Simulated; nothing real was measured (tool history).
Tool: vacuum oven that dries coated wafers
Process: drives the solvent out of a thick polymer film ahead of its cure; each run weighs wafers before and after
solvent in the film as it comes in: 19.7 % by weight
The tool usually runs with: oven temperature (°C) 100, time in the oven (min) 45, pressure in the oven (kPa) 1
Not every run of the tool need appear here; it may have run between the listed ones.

{"run": 1, "day": 0.0, "oven temperature (°C)": 100, "time in the oven (min)": 45, "pressure in the oven (kPa)": 1, "solvent left in the film (%)": 1.23}
{"run": 2, "day": 2.712, "oven temperature (°C)": 100, "time in the oven (min)": 45, "pressure in the oven (kPa)": 0.58, "solvent left in the film (%)": 0.97}
{"run": 3, "day": 4.1, "oven temperature (°C)": 106, "time in the oven (min)": 45, "pressure in the oven (kPa)": 1, "solvent left in the film (%)": 0.81}
{"run": 4, "day": 6.204, "oven temperature (°C)": 95, "time in the oven (min)": 45, "pressure in the oven (kPa)": 1, "solvent left in the film (%)": 1.8}
{"run": 5, "day": 7.946, "oven temperature (°C)": 95, "time in the oven (min)": 45, "pressure in the oven (kPa)": 1, "solvent left in the film (%)": 1.94}
{"run": 6, "day": 9.708, "oven temperature (°C)": 95, "time in the oven (min)": 45, "pressure in the oven (kPa)": 1, "solvent left in the film (%)": 1.85}
{"run": 7, "day": 12.45, "oven temperature (°C)": 95, "time in the oven (min)": 45, "pressure in the oven (kPa)": 1, "solvent left in the film (%)": 2.02}
{"run": 8, "day": 14.112, "oven temperature (°C)": 100, "time in the oven (min)": 50, "pressure in the oven (kPa)": 1, "solvent left in the film (%)": 1.06}
{"run": 9, "day": 15.621, "oven temperature (°C)": 100, "time in the oven (min)": 50, "pressure in the oven (kPa)": 1, "solvent left in the film (%)": 1.16}
{"day": 18.338, "done": "oven's thermocouples calibrated"}
{"run": 10, "day": 18.338, "oven temperature (°C)": 100, "time in the oven (min)": 50, "pressure in the oven (kPa)": 1, "solvent left in the film (%)": 1.06}
{"run": 11, "day": 20.271, "oven temperature (°C)": 100, "time in the oven (min)": 50, "pressure in the oven (kPa)": 1, "solvent left in the film (%)": 1.12}
{"run": 12, "day": 22.408, "oven temperature (°C)": 100, "time in the oven (min)": 50, "pressure in the oven (kPa)": 1, "solvent left in the film (%)": 1.2}
{"run": 13, "day": 24.879, "oven temperature (°C)": 100, "time in the oven (min)": 45, "pressure in the oven (kPa)": 1.17, "solvent left in the film (%)": 1.21}
{"run": 14, "day": 26.492, "oven temperature (°C)": 100, "time in the oven (min)": 45, "pressure in the oven (kPa)": 1.17, "solvent left in the film (%)": 1.36}
{"run": 15, "day": 29.308, "oven temperature (°C)": 100, "time in the oven (min)": 45, "pressure in the oven (kPa)": 1.17, "solvent left in the film (%)": 1.39}
{"run": 16, "day": 32.262, "oven temperature (°C)": 102, "time in the oven (min)": 45, "pressure in the oven (kPa)": 1.17, "solvent left in the film (%)": 1.19}
{"run": 17, "day": 33.738, "oven temperature (°C)": 102, "time in the oven (min)": 54, "pressure in the oven (kPa)": 1.17, "solvent left in the film (%)": 0.98}
{"run": 18, "day": 35.004, "oven temperature (°C)": 102, "time in the oven (min)": 54, "pressure in the oven (kPa)": 1.17, "solvent left in the film (%)": 0.94}
{"run": 19, "day": 36.554, "oven temperature (°C)": 100, "time in the oven (min)": 45, "pressure in the oven (kPa)": 1, "solvent left in the film (%)": 1.23}
{"run": 20, "day": 37.958, "oven temperature (°C)": 100, "time in the oven (min)": 45, "pressure in the oven (kPa)": 1, "solvent left in the film (%)": 1.28}
{"run": 21, "day": 40.338, "oven temperature (°C)": 100, "time in the oven (min)": 45, "pressure in the oven (kPa)": 1, "solvent left in the film (%)": 1.16}
{"run": 22, "day": 41.688, "oven temperature (°C)": 100, "time in the oven (min)": 45, "pressure in the oven (kPa)": 1, "solvent left in the film (%)": 1.23}
{"run": 23, "day": 42.896, "oven temperature (°C)": 100, "time in the oven (min)": 45, "pressure in the oven (kPa)": 1, "solvent left in the film (%)": 1.25}
{"run": 24, "day": 44.183, "oven temperature (°C)": 100, "time in the oven (min)": 45, "pressure in the oven (kPa)": 1, "solvent left in the film (%)": 1.25}
{"run": 25, "day": 46.071, "oven temperature (°C)": 100, "time in the oven (min)": 45, "pressure in the oven (kPa)": 2.21, "solvent left in the film (%)": 2.11}
{"run": 26, "day": 48.921, "oven temperature (°C)": 85, "time in the oven (min)": 46, "pressure in the oven (kPa)": 2.17, "solvent left in the film (%)": 5.2}
{"run": 27, "day": 50.392, "oven temperature (°C)": 85, "time in the oven (min)": 46, "pressure in the oven (kPa)": 2.17, "solvent left in the film (%)": 5.14}
{"run": 28, "day": 52.496, "oven temperature (°C)": 111, "time in the oven (min)": 75, "pressure in the oven (kPa)": 2.17, "solvent left in the film (%)": 1.08}
{"run": 29, "day": 54.788, "oven temperature (°C)": 104, "time in the oven (min)": 65, "pressure in the oven (kPa)": 2.17, "solvent left in the film (%)": 1.42}

Forecast run 30:
{"run": 30, "day": 56.721, "oven temperature (°C)": 100, "time in the oven (min)": 45, "pressure in the oven (kPa)": 2.51, "solvent left in the film (%)": "?"}

{"run 30": {"solvent left in the film (%)": 2.28}}
If the tool had no hidden condition, the same run with the same run-to-run variation would have returned solvent left in the film (%) 2.26.

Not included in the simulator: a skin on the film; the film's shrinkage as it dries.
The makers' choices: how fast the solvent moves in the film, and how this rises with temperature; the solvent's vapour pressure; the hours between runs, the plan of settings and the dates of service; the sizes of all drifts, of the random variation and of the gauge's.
